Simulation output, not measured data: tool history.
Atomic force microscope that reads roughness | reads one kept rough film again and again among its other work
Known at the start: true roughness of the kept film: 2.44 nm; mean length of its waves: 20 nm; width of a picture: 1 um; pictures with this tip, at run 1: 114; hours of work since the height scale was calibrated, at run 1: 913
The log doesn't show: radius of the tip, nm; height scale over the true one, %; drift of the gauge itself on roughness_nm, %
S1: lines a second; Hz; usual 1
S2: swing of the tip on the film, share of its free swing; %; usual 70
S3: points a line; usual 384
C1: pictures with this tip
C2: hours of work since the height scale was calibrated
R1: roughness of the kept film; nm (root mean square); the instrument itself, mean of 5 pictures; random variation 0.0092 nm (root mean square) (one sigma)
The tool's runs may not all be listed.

run,hour,S1,S2,S3,C1,C2,R1
1,0,1,70,384,114,913,1.828
2,37.1,1.88,70,384,163,933,1.701
3,75.9,1.88,70,384,215,954,1.628
4,116,1,70,384,268,976,1.591
5,159.1,3,70,384,325,1000,1.431
# hour 175.6: new tip fitted
6,206,3,70,384,41,1025,1.869
7,273.5,3,70,384,130,1062,1.69
8,303.9,1,70,384,171,1078,1.735
9,333.4,1,70,384,210,1094,1.688
10,361.8,1,70,384,247,1110,1.624
11,407.2,1,70,384,308,1134,1.56
# hour 435.5: new tip fitted
12,472,1,70,384,49,1169,1.967
13,528.6,0.7,70,384,124,1200,1.853
14,592.3,0.7,70,384,209,1235,1.72
15,627,0.7,70,384,254,1254,1.641
16,674.2,1,78,384,317,1279,1.535
# hour 697.4: new tip fitted
17,735.3,1,72,384,51,1312,1.951
18,774.3,1,72,384,102,1333,1.848
19,816.1,1,70,384,158,1356,1.763
20,865.8,1,64,384,224,1383,1.685
21,912.8,1,72,384,286,1409,1.556
22,945.9,1,70,481,330,1427,1.525
# hour 955.3: new tip fitted
23,976.9,0.58,70,384,29,1443,2.055
24,1037.9,3.69,72,527,109,1477,1.714
25,1084.3,3.69,72,527,171,1502,1.605
26,1150.3,3.69,72,527,259,1538,1.48
27,1205.6,1,63,384,332,1568,1.547
# hour 1213: new tip fitted
28,1251.5,1,70,324,51,1593,1.97
29,1300.6,1.27,76,324,116,1619,1.811
30,1334.2,1,89,652,161,1637,1.715
31,1379.7,1.34,80,384,221,1662,1.613
32,1437.6,1.34,66,368,298,1694,1.562
33,1466.8,1.41,70,964,337,1710,1.54
# hour 1471.9: new tip fitted
34,1514.7,1.41,70,964,57,1735,1.952
35,1545.3,1,77,361,97,1752,1.859
36,1576.6,0.68,72,703,139,1769,1.848
37,1630.1,1.83,70,384,210,1798,1.662
38,1668.8,0.78,60,549,261,1819,1.681
39,1725.8,0.78,60,549,337,1850,1.562
# hour 1730.2: new tip fitted
40,1774.6,0.78,60,549,59,1876,2.013
41,1830.7,0.78,60,549,133,1907,1.849
42,1859,0.78,60,549,171,1922,1.786
43,1899.5,0.56,60,834,225,1944,1.719
44,1967,1.28,77,384,314,1981,1.488
# hour 1992.3: new tip fitted
45,2018.2,0.71,80,872,35,2009,2.017

The same runs without the tool's hidden state, with the same run-to-run variation:
run,R1
1,2.076
2,2.019
3,2.027
4,2.08
5,1.96
6,1.962
7,1.949
8,2.076
9,2.091
10,2.074
11,2.113
12,2.067
13,2.091
14,2.098
15,2.087
16,2.051
17,2.069
18,2.063
19,2.076
20,2.106
21,2.055
22,2.087
23,2.116
24,1.911
25,1.907
26,1.901
27,2.12
28,2.066
29,2.022
30,1.998
31,1.988
32,2.048
33,2.074
34,2.064
35,2.044
36,2.121
37,2.028
38,2.136
39,2.122
40,2.147
41,2.128
42,2.127
43,2.148
44,2.011
45,2.087

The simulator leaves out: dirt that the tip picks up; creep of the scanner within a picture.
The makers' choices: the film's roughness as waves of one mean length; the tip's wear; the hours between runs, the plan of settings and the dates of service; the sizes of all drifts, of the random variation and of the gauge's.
